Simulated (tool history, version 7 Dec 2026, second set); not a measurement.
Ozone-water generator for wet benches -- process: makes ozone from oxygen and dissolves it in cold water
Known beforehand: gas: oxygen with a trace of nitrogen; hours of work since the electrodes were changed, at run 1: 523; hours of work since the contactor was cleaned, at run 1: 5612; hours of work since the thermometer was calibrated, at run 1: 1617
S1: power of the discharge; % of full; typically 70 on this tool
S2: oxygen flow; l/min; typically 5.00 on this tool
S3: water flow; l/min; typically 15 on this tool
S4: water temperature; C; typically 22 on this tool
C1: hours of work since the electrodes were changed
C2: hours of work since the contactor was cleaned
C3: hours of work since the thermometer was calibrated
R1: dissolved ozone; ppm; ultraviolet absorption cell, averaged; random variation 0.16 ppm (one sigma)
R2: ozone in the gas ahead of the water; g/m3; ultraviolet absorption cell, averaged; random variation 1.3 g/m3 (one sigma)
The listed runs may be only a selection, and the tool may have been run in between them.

run     day  S1    S2  S3  S4    C1    C2    C3    R1     R2
  1   0.000  70  5.00  15  22   523  5612  1617  20.9  239.0
  2   1.029  70  5.00  15  22   544  5633  1638  21.0  240.7
  3   1.775  70  5.00  15  22   559  5648  1653  20.8  241.2
  4   2.708  70  5.00  15  22   578  5667  1672  20.9  239.5
  5   3.888  70  5.00  15  22   602  5691  1696  20.8  237.6
  6   4.879  64  5.00  15  22   622  5711  1716  19.4  222.1
  7   5.604  64  5.00  15  22   636  5725  1731  19.3  221.0
  8   6.500  64  5.00  15  22   654  5744  1749  19.2  224.1
  9   7.983  64  5.00  15  22   684  5774  1779  19.5  219.6
 10   8.742  70  5.00  15  22   700  5789  1794  20.9  239.8
 11  10.042  70  5.00  15  21   726  5815  1821  20.9  238.4
 12  10.812  70  5.00  15  22   742  5831  1836  21.0  239.4
 13  12.308  70  5.00  15  22   772  5861  1867  21.0  240.7
 14  13.812  70  5.00  15  22   803  5892  1897  21.1  238.9
 15  14.867  70  5.00  15  22   824  5913  1919  20.8  237.4
 16  15.704  70  5.00  15  22   841  5930  1936  20.8  237.1
 17  17.108  70  5.00  18  16   869  5959  1964  19.5  237.7
 18  18.004  70  4.15  18  16   888  5977  1982  18.9  260.0
 19  19.442  70  4.15  18  16   917  6006  2011  18.7  256.3
 20  20.862  50  5.00  15  22   946  6035  2040  16.0  182.6
 21  21.975  70  2.62  15  22   968  6057  2063  19.5  320.0
 22  22.721  70  2.84  21  14   983  6072  2078  15.0  308.1
 23  23.958  70  2.84  21  14  1008  6097  2103  14.9  303.4
 24  24.733  53  3.33  13  20  1024  6113  2119  19.1  229.6
 25  25.933  53  3.33  13  20  1048  6137  2143  19.3  227.3

Estimate the outcome of run 26 from the log above:
 26  26.667  53  3.33  13  20  1063  6152  2158   ?   ?

Run 26 yielded R1 19.2 ppm, R2 227.8 g/m3.
On a tool with no hidden condition, and with the same random variation, this run would have come out at R1 19.2 ppm, R2 227.8 g/m3.

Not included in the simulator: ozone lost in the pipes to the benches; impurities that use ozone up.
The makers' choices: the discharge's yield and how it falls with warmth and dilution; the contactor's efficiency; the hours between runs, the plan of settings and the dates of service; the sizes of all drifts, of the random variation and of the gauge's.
